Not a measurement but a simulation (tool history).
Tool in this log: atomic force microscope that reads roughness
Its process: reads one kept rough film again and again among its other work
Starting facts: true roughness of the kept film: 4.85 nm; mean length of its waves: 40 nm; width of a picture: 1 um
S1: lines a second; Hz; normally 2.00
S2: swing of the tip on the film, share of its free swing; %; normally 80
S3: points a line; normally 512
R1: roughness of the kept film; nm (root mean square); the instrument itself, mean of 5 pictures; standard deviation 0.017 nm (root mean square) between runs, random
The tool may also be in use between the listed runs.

run   hour    S1  S2   S3     R1
  1    0.0  2.00  80  512  4.027
  2    6.8  2.00  80  512  4.033
  3   12.8  2.00  80  316  3.980
  4   23.0  2.00  80  316  3.970
  5   29.1  2.00  80  512  3.985
  6   39.0  2.00  80  512  3.973
  7   49.0  2.00  87  512  3.797
  8   59.4  2.00  87  512  3.786
  9   64.6  2.00  87  512  3.758
 10   70.5  2.00  87  512  3.741
 11   75.4  1.05  80  512  4.078
 12   85.8  1.05  80  512  4.058
 13   91.7  1.05  80  512  4.048
 14  101.9  1.05  80  512  4.058
 15  112.1  1.05  80  512  4.020
 16  118.2  1.05  80  512  3.995
     122.8  -- new tip fitted
 17  127.8  1.05  80  512  4.285
 18  132.7  1.05  80  512  4.251
 19  142.9  2.00  80  512  4.096
 20  147.6  0.53  80  512  4.376
 21  154.7  2.00  57  512  4.326
 22  159.9  2.00  80  901  4.019
 23  167.8  3.39  73  716  3.960
 24  172.8  3.39  73  716  3.958
 25  180.7  0.79  80  268  4.206
 26  187.9  2.00  62  512  4.246
 27  197.4  0.99  66  360  4.268
 28  204.4  1.07  80  512  4.129
 29  214.1  1.07  80  512  4.138
 30  221.6  2.00  80  864  3.916
 31  233.0  1.87  59  769  4.227
 32  238.6  0.95  59  282  4.236
 33  243.5  0.58  82  305  4.108
 34  251.0  0.58  82  305  4.123
 35  262.3  2.02  80  512  3.844
 36  269.8  0.64  73  868  4.198
 37  276.8  0.64  71  868  4.172
 38  285.8  0.64  71  480  4.136
 39  294.7  0.64  83  480  4.032
     303.0  -- new tip fitted
 40  305.0  2.85  59  512  4.300

Below are 3 alternative next runs, each starting from the tool's condition after run 40. Predict each:
  A  315.7  2.61  68  481   ?
  B  315.7  0.97  64  512   ?
  C  315.7  2.85  69  763   ?

run     R1
  A  4.188
  B  4.340
  C  4.121
What these runs would have given with no unlogged condition in the tool:
run     R1
  A  4.279
  B  4.433
  C  4.210
